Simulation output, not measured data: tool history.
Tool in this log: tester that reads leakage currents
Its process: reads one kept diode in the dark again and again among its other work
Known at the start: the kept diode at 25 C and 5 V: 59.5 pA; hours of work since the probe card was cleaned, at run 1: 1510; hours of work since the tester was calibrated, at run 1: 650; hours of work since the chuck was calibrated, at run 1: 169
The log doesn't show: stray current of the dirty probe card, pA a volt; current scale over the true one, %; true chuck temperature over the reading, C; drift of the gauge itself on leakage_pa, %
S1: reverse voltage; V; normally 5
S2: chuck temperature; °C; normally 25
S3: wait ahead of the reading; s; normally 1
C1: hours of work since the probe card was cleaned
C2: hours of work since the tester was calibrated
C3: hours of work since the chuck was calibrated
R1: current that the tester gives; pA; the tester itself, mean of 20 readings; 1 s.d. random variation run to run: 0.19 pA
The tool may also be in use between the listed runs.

run      day     S1  S2    S3    C1    C2    C3      R1
  1        0      5  25     1  1510   650   169   63.62
  2    4.021      5  25     1  1585   725   244   63.55
  3    7.421  12.51  25     1  1648   789   308   93.05
  4   11.779   7.68  25     1  1729   870   389   74.99
  5   13.867      5  25  1.78  1768   909   428   62.75
  6   18.121      5  25  1.78  1848   988   507   62.89
  7   22.429      5  25  1.78  1928  1068   587   62.48
  8       26      5  25   1.2  1994  1135   654   62.42
  9   28.788      5  25   1.2  2046  1187   706   62.77
 10   32.071      5  25     1  2108  1248   767   62.19
 11   35.292      5  25  6.25  2168  1308   827   61.93
 12    37.65      5  25  6.25  2212  1352   871   61.85
 13    41.95      5  25  6.25  2292  1432   951   61.94
 14   45.471      5  25  6.25  2357  1498  1017   61.43
 15   47.642      5  23     1  2398  1539  1057   53.62
 16   51.021      5  23     1  2461  1602  1120   53.68
 17   53.788      5  23     1  2512  1653  1172   53.59
 18   55.612   5.44  25     1  2547  1687  1206   63.83
 19   59.379   5.44  25     1  2617  1757  1276   64.11
 20   62.842   3.61  25     1  2681  1822  1341   53.37
 21   67.204  14.44  25     1  2763  1903  1422  100.08
 22   70.683  14.44  25     1  2827  1968  1487  101.05
 23   72.775  17.65  52     1  2866  2007  1526  635.04
      75.258  -- chuck's temperature calibrated
 24   77.238  17.65  52     1  2948  2089    37  703.93
 25   80.471   2.73  46  1.44  3008  2149    97  235.36
 26   84.825   2.48  25  0.39  3090  2230   178   51.32
 27   86.742   3.66  25  2.85  3125  2266   214   59.38
 28   89.121   3.66  39  2.63  3170  2310   258  160.09
 29   93.367   6.68  36  2.63  3249  2390   338  163.34
 30   95.725   1.34  55  2.61  3293  2433   382  325.12
 31   99.592   1.29  20  0.34  3365  2506   454    26.7
 32  103.412   1.12  40  0.33  3436  2577   525  109.46
 33  105.908   1.12  40  0.33  3483  2623   571  108.35
     109.671  -- probe card cleaned and baked
 34   109.75   1.12  40  0.33     1  2693   641  105.99
 35  111.808   1.12  40  0.34    40  2731   679  105.77
 36  114.146   3.17  36  6.44    83  2775   723  113.57
 37  117.904   3.17  36  6.44   153  2845   793  113.13
 38    121.3   4.74  60     1   217  2908   856   683.2
 39  124.012   4.74  60     1   267  2958   907  674.32
 40  126.404      5  25  4.16   312  3003   951   56.91

Hidden state at the last listed run before each entry between runs and at the first one after, where it differs:
Between runs 23 and 24: chuck's temperature calibrated (day 75.258)
  stray current of the dirty probe card, pA a volt: 1.546 -> 1.592; current scale over the true one, %: 0.39 -> 0.41; true chuck temperature over the reading, C: -1.45 -> 0.1
  measured less the result without the state, R1: -32.46 -> +35.02 pA
Between runs 33 and 34: probe card cleaned and baked (day 109.671)
  stray current of the dirty probe card, pA a volt: 1.873 -> 0.027; current scale over the true one, %: 0.53 -> 0.54; true chuck temperature over the reading, C: -0.44 -> -0.51
  measured less the result without the state, R1: -0.76 -> -3.35 pA

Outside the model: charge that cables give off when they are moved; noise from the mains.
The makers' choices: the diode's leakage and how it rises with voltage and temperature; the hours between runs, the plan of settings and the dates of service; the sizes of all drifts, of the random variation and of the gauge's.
